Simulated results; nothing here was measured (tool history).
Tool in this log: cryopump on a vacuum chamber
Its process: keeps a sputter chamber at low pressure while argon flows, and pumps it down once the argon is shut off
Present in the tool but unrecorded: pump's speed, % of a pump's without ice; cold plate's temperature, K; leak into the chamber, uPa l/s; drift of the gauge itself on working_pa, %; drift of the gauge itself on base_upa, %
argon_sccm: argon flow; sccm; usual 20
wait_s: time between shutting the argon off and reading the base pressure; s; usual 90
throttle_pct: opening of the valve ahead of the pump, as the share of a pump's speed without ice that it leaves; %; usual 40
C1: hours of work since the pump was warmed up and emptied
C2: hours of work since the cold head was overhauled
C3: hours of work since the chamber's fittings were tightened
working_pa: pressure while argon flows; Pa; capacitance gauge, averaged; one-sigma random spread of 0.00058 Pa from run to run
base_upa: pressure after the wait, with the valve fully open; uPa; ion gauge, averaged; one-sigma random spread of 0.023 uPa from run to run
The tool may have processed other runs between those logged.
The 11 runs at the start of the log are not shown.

Run 12, hour 238.5: usual settings but argon_sccm 9 sccm, wait_s 40 s; C1 142; C2 1149; C3 337. Result: working_pa 0.0356 Pa, base_upa 1.40 uPa.
Run 13, hour 254.3: usual settings but argon_sccm 9 sccm, wait_s 40 s; C1 156; C2 1163; C3 351. Result: working_pa 0.0352 Pa, base_upa 1.40 uPa.
Run 14, hour 278.7: usual settings but argon_sccm 9 sccm, wait_s 40 s; C1 178; C2 1185; C3 373. Result: working_pa 0.0358 Pa, base_upa 1.44 uPa.
Run 15, hour 297.7: usual settings; C1 195; C2 1202; C3 390. Result: working_pa 0.0818 Pa, base_upa 0.95 uPa.
Run 16, hour 315.8: usual settings; C1 211; C2 1218; C3 406. Result: working_pa 0.0818 Pa, base_upa 0.98 uPa.
Run 17, hour 338.1: usual settings; C1 231; C2 1238; C3 426. Result: working_pa 0.0825 Pa, base_upa 0.92 uPa.
Run 18, hour 350.6: usual settings but argon_sccm 13 sccm, wait_s 57 s; C1 242; C2 1249; C3 437. Result: working_pa 0.0548 Pa, base_upa 1.24 uPa.
Run 19, hour 378.0: usual settings but argon_sccm 24 sccm, wait_s 23 s; C1 267; C2 1273; C3 462. Result: working_pa 0.1011 Pa, base_upa 2.27 uPa.
Run 20, hour 400.5: usual settings but argon_sccm 28 sccm, wait_s 128 s, throttle_pct 57 %; C1 287; C2 1293; C3 482. Result: working_pa 0.0876 Pa, base_upa 0.85 uPa.
Run 21, hour 428.3: usual settings but argon_sccm 14 sccm, wait_s 50 s, throttle_pct 36 %; C1 311; C2 1318; C3 506. Result: working_pa 0.0662 Pa, base_upa 1.33 uPa.
At hour 450.0: pump warmed up, emptied and cooled again.
Run 22, hour 450.8: usual settings but argon_sccm 9 sccm, throttle_pct 44 %; C1 1; C2 1334; C3 522. Result: working_pa 0.0307 Pa, base_upa 0.86 uPa.
Run 23, hour 477.1: usual settings but argon_sccm 9 sccm, throttle_pct 44 %; C1 24; C2 1357; C3 546. Result: working_pa 0.0319 Pa, base_upa 0.86 uPa.
Run 24, hour 495.3: usual settings but argon_sccm 21 sccm, throttle_pct 44 %; C1 40; C2 1374; C3 562. Result: working_pa 0.0726 Pa, base_upa 0.86 uPa.
Run 25, hour 512.3: usual settings but argon_sccm 21 sccm, wait_s 215 s, throttle_pct 44 %; C1 56; C2 1389; C3 577. Result: working_pa 0.0740 Pa, base_upa 0.63 uPa.
Run 26, hour 533.8: usual settings but argon_sccm 9 sccm, wait_s 29 s, throttle_pct 30 %; C1 75; C2 1408; C3 596. Result: working_pa 0.0454 Pa, base_upa 1.81 uPa.
Run 27, hour 546.5: usual settings but argon_sccm 27 sccm, wait_s 45 s; C1 86; C2 1419; C3 607. Result: working_pa 0.1041 Pa, base_upa 1.31 uPa.
Run 28, hour 574.0: usual settings but argon_sccm 27 sccm, wait_s 45 s; C1 111; C2 1444; C3 632. Result: working_pa 0.1053 Pa, base_upa 1.31 uPa.
Run 29, hour 589.9: usual settings but argon_sccm 27 sccm, wait_s 45 s; C1 125; C2 1458; C3 646. Result: working_pa 0.1069 Pa, base_upa 1.38 uPa.
Run 30, hour 616.7: usual settings but argon_sccm 27 sccm, wait_s 45 s; C1 149; C2 1482; C3 670. Result: working_pa 0.1069 Pa, base_upa 1.37 uPa.
Run 31, hour 634.4: usual settings but argon_sccm 37 sccm, wait_s 35 s; C1 165; C2 1498; C3 686. Result: working_pa 0.1486 Pa, base_upa 1.66 uPa.
Run 32, hour 651.3: usual settings but argon_sccm 9 sccm; C1 180; C2 1513; C3 701. Result: working_pa 0.0365 Pa, base_upa 0.95 uPa.

What does the tool deliver on the next run?
Run 33, hour 676.3: usual settings but argon_sccm 9 sccm; C1 202; C2 1535; C3 723. Result: working_pa ?, base_upa ?.

Run 33 came out at working_pa 0.0366 Pa, base_upa 1.01 uPa.
Without the tool's hidden state the same run would have given working_pa 0.0336 Pa, base_upa 0.70 uPa.
